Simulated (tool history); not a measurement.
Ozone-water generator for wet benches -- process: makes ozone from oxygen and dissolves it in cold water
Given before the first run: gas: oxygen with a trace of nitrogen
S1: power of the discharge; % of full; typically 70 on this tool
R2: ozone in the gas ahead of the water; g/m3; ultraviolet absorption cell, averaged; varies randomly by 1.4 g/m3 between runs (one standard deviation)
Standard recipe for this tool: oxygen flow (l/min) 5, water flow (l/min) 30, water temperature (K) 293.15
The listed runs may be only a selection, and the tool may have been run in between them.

Run 1, day 0: usual settings. Result: dissolved ozone (ppm) 18.7, R2 256 g/m3.
Run 2, day 3.462: usual settings. Result: dissolved ozone (ppm) 18.4, R2 252.7 g/m3.
Run 3, day 6.517: usual settings. Result: dissolved ozone (ppm) 18.5, R2 258.3 g/m3.
Run 4, day 8.942: usual settings. Result: dissolved ozone (ppm) 18.5, R2 257.9 g/m3.
Run 5, day 12.133: usual settings but oxygen flow (l/min) 8.31. Result: dissolved ozone (ppm) 20.8, R2 215.5 g/m3.
Run 6, day 14.892: usual settings but oxygen flow (l/min) 8.31. Result: dissolved ozone (ppm) 21.2, R2 216 g/m3.
Run 7, day 19.496: usual settings but oxygen flow (l/min) 8.31. Result: dissolved ozone (ppm) 21.3, R2 216 g/m3.
Run 8, day 21.612: usual settings but oxygen flow (l/min) 7.21. Result: dissolved ozone (ppm) 20.5, R2 229.7 g/m3.
Run 9, day 24.95: usual settings but oxygen flow (l/min) 7.21. Result: dissolved ozone (ppm) 20.3, R2 229.7 g/m3.
Run 10, day 27.65: usual settings but oxygen flow (l/min) 7.21. Result: dissolved ozone (ppm) 20.1, R2 228.3 g/m3.
Run 11, day 32.838: usual settings but oxygen flow (l/min) 3.17, water flow (l/min) 42. Result: dissolved ozone (ppm) 10.8, R2 301.3 g/m3.
Run 12, day 35.583: usual settings but oxygen flow (l/min) 5.87, water flow (l/min) 42, water temperature (K) 292.15. Result: dissolved ozone (ppm) 14.2, R2 245.4 g/m3.
Run 13, day 40.096: usual settings but S1 64 % of full, oxygen flow (l/min) 6.32, water flow (l/min) 19, water temperature (K) 294.15. Result: dissolved ozone (ppm) 25.9, R2 220.1 g/m3.
Run 14, day 43.988: usual settings but oxygen flow (l/min) 8.4, water flow (l/min) 20, water temperature (K) 299.15. Result: dissolved ozone (ppm) 25.6, R2 217.5 g/m3.
Run 15, day 49.121: usual settings but S1 52 % of full. Result: dissolved ozone (ppm) 14, R2 198.7 g/m3.
At day 51.767: gauge calibrated.
Run 16, day 51.767: usual settings but S1 91 % of full, oxygen flow (l/min) 5.97, water flow (l/min) 36. Result: dissolved ozone (ppm) 20.9, R2 307.9 g/m3.
Run 17, day 55.288: usual settings but S1 91 % of full, oxygen flow (l/min) 5.97, water flow (l/min) 36. Result: dissolved ozone (ppm) 20.9, R2 307.5 g/m3.
Run 18, day 59.204: usual settings but S1 91 % of full, oxygen flow (l/min) 5.97, water flow (l/min) 36. Result: dissolved ozone (ppm) 21, R2 308.3 g/m3.
Run 19, day 61.462: usual settings but S1 91 % of full, oxygen flow (l/min) 6.16, water flow (l/min) 36. Result: dissolved ozone (ppm) 21.5, R2 304.9 g/m3.
Run 20, day 64.988: usual settings but S1 91 % of full, oxygen flow (l/min) 6.16, water flow (l/min) 36. Result: dissolved ozone (ppm) 21.3, R2 308.3 g/m3.

Hidden state or all else? Some run-to-run changes of R2, split into what the settings, what came in and random variation would give without the hidden state, and what is left for the hidden state (with any gauge scatter that isn't in both results):
The tool's hidden condition here consists of: yield of the discharge, % of new electrodes'; contactor's efficiency, % of a clean one's; true water temperature over the reading, C; drift of the gauge itself on ozone_ppm, %; drift of the gauge itself on gas_g_m3, %.
Run 10 -> 11: oxygen flow (l/min) 7.21 -> 3.17, water flow (l/min) 30 -> 42. R2 +73 g/m3: hidden state +1.7, all else +71.3.
Run 15 -> 16: S1 52 -> 91, oxygen flow (l/min) 5 -> 5.97, water flow (l/min) 30 -> 36, gauge calibrated. R2 +109.2 g/m3: hidden state -5.9, all else +115.1.
